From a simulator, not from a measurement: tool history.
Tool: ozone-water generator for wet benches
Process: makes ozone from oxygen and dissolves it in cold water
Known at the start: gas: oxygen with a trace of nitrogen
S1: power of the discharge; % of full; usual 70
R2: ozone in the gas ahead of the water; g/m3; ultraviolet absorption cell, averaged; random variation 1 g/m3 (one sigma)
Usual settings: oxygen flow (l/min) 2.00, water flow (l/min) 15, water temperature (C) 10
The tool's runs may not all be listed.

run 1 day=0.000 | S1=70 oxygen_flow_(l/min)=2.00 water_flow_(l/min)=15 water_temperature_(C)=10 | dissolved_ozone_(ppm)=10.1 R2=172.8
run 2 day=4.362 | S1=70 oxygen_flow_(l/min)=2.00 water_flow_(l/min)=15 water_temperature_(C)=10 | dissolved_ozone_(ppm)=9.9 R2=173.6
run 3 day=8.683 | S1=70 oxygen_flow_(l/min)=2.00 water_flow_(l/min)=15 water_temperature_(C)=10 | dissolved_ozone_(ppm)=10.1 R2=172.0
run 4 day=13.754 | S1=46 oxygen_flow_(l/min)=2.00 water_flow_(l/min)=15 water_temperature_(C)=10 | dissolved_ozone_(ppm)=7.7 R2=134.7
run 5 day=18.071 | S1=46 oxygen_flow_(l/min)=2.00 water_flow_(l/min)=15 water_temperature_(C)=10 | dissolved_ozone_(ppm)=7.6 R2=133.7
run 6 day=20.262 | S1=46 oxygen_flow_(l/min)=2.00 water_flow_(l/min)=15 water_temperature_(C)=10 | dissolved_ozone_(ppm)=7.6 R2=136.0
run 7 day=24.208 | S1=46 oxygen_flow_(l/min)=2.00 water_flow_(l/min)=15 water_temperature_(C)=10 | dissolved_ozone_(ppm)=7.5 R2=134.5
run 8 day=27.338 | S1=46 oxygen_flow_(l/min)=2.00 water_flow_(l/min)=15 water_temperature_(C)=10 | dissolved_ozone_(ppm)=7.8 R2=135.7
run 9 day=29.808 | S1=70 oxygen_flow_(l/min)=2.00 water_flow_(l/min)=15 water_temperature_(C)=10 | dissolved_ozone_(ppm)=10.0 R2=172.6
run 10 day=33.000 | S1=70 oxygen_flow_(l/min)=2.00 water_flow_(l/min)=15 water_temperature_(C)=10 | dissolved_ozone_(ppm)=10.0 R2=175.9
run 11 day=37.908 | S1=70 oxygen_flow_(l/min)=2.00 water_flow_(l/min)=15 water_temperature_(C)=10 | dissolved_ozone_(ppm)=10.0 R2=174.5
run 12 day=40.158 | S1=70 oxygen_flow_(l/min)=2.00 water_flow_(l/min)=15 water_temperature_(C)=10 | dissolved_ozone_(ppm)=9.9 R2=175.5
run 13 day=44.096 | S1=70 oxygen_flow_(l/min)=2.00 water_flow_(l/min)=17 water_temperature_(C)=10 | dissolved_ozone_(ppm)=8.8 R2=175.2
run 14 day=49.083 | S1=70 oxygen_flow_(l/min)=2.00 water_flow_(l/min)=17 water_temperature_(C)=10 | dissolved_ozone_(ppm)=8.6 R2=175.8
run 15 day=52.167 | S1=72 oxygen_flow_(l/min)=2.00 water_flow_(l/min)=17 water_temperature_(C)=10 | dissolved_ozone_(ppm)=8.8 R2=179.2
run 16 day=57.038 | S1=72 oxygen_flow_(l/min)=2.00 water_flow_(l/min)=17 water_temperature_(C)=10 | dissolved_ozone_(ppm)=8.9 R2=177.0
run 17 day=61.621 | S1=72 oxygen_flow_(l/min)=2.00 water_flow_(l/min)=17 water_temperature_(C)=10 | dissolved_ozone_(ppm)=8.8 R2=178.4
run 18 day=64.908 | S1=70 oxygen_flow_(l/min)=1.48 water_flow_(l/min)=15 water_temperature_(C)=7 | dissolved_ozone_(ppm)=9.6 R2=215.0
run 19 day=68.942 | S1=70 oxygen_flow_(l/min)=2.00 water_flow_(l/min)=19 water_temperature_(C)=10 | dissolved_ozone_(ppm)=7.8 R2=177.3
run 20 day=72.279 | S1=88 oxygen_flow_(l/min)=2.00 water_flow_(l/min)=11 water_temperature_(C)=10 | dissolved_ozone_(ppm)=15.4 R2=202.5
run 21 day=74.646 | S1=55 oxygen_flow_(l/min)=2.00 water_flow_(l/min)=15 water_temperature_(C)=10 | dissolved_ozone_(ppm)=8.7 R2=152.9
run 22 day=78.971 | S1=55 oxygen_flow_(l/min)=2.00 water_flow_(l/min)=15 water_temperature_(C)=10 | dissolved_ozone_(ppm)=8.9 R2=153.4
run 23 day=81.554 | S1=92 oxygen_flow_(l/min)=3.57 water_flow_(l/min)=14 water_temperature_(C)=7 | dissolved_ozone_(ppm)=13.4 R2=141.6
run 24 day=83.962 | S1=70 oxygen_flow_(l/min)=2.00 water_flow_(l/min)=15 water_temperature_(C)=7 | dissolved_ozone_(ppm)=10.0 R2=176.2
run 25 day=88.642 | S1=70 oxygen_flow_(l/min)=2.00 water_flow_(l/min)=15 water_temperature_(C)=7 | dissolved_ozone_(ppm)=10.1 R2=177.2
run 26 day=93.142 | S1=70 oxygen_flow_(l/min)=2.00 water_flow_(l/min)=15 water_temperature_(C)=7 | dissolved_ozone_(ppm)=10.2 R2=178.0
run 27 day=97.267 | S1=70 oxygen_flow_(l/min)=2.00 water_flow_(l/min)=15 water_temperature_(C)=7 | dissolved_ozone_(ppm)=10.2 R2=178.4
run 28 day=99.354 | S1=62 oxygen_flow_(l/min)=1.11 water_flow_(l/min)=15 water_temperature_(C)=8 | dissolved_ozone_(ppm)=8.5 R2=244.5
run 29 day=103.338 | S1=42 oxygen_flow_(l/min)=2.83 water_flow_(l/min)=15 water_temperature_(C)=16 | dissolved_ozone_(ppm)=7.0 R2=103.9
run 30 day=105.896 | S1=90 oxygen_flow_(l/min)=2.38 water_flow_(l/min)=15 water_temperature_(C)=10 | dissolved_ozone_(ppm)=11.8 R2=179.3
run 31 day=110.071 | S1=90 oxygen_flow_(l/min)=1.55 water_flow_(l/min)=15 water_temperature_(C)=10 | dissolved_ozone_(ppm)=11.2 R2=238.2
run 32 day=114.025 | S1=96 oxygen_flow_(l/min)=1.06 water_flow_(l/min)=14 water_temperature_(C)=10 | dissolved_ozone_(ppm)=12.0 R2=318.9
run 33 day=116.429 | S1=54 oxygen_flow_(l/min)=1.61 water_flow_(l/min)=22 water_temperature_(C)=10 | dissolved_ozone_(ppm)=5.3 R2=171.3
run 34 day=119.762 | S1=54 oxygen_flow_(l/min)=1.61 water_flow_(l/min)=22 water_temperature_(C)=10 | dissolved_ozone_(ppm)=5.6 R2=173.1

Taken out of this log: 3 entries between the listed runs. Where each belongs, and how the hidden state differs across it:
Between runs 10 and 11: contactor cleaned (day 35.425)
  drift of the gauge itself on gas_g_m3, %: 0.92 -> 1.05
  measured less the result without the state, R2: +1.4 -> +1.7 g/m3
Between runs 28 and 29: electrodes of the discharge changed (day 100.258)
  yield of the discharge, % of new electrodes': 99.8 -> 100; drift of the gauge itself on gas_g_m3, %: 2.77 -> 2.87
  measured less the result without the state, R2: +6.2 -> +2.9 g/m3
Between runs 29 and 30: gauge calibrated (day 103.696)
  drift of the gauge itself on gas_g_m3, %: 2.87 -> 0.06
  measured less the result without the state, R2: +2.9 -> +0.1 g/m3
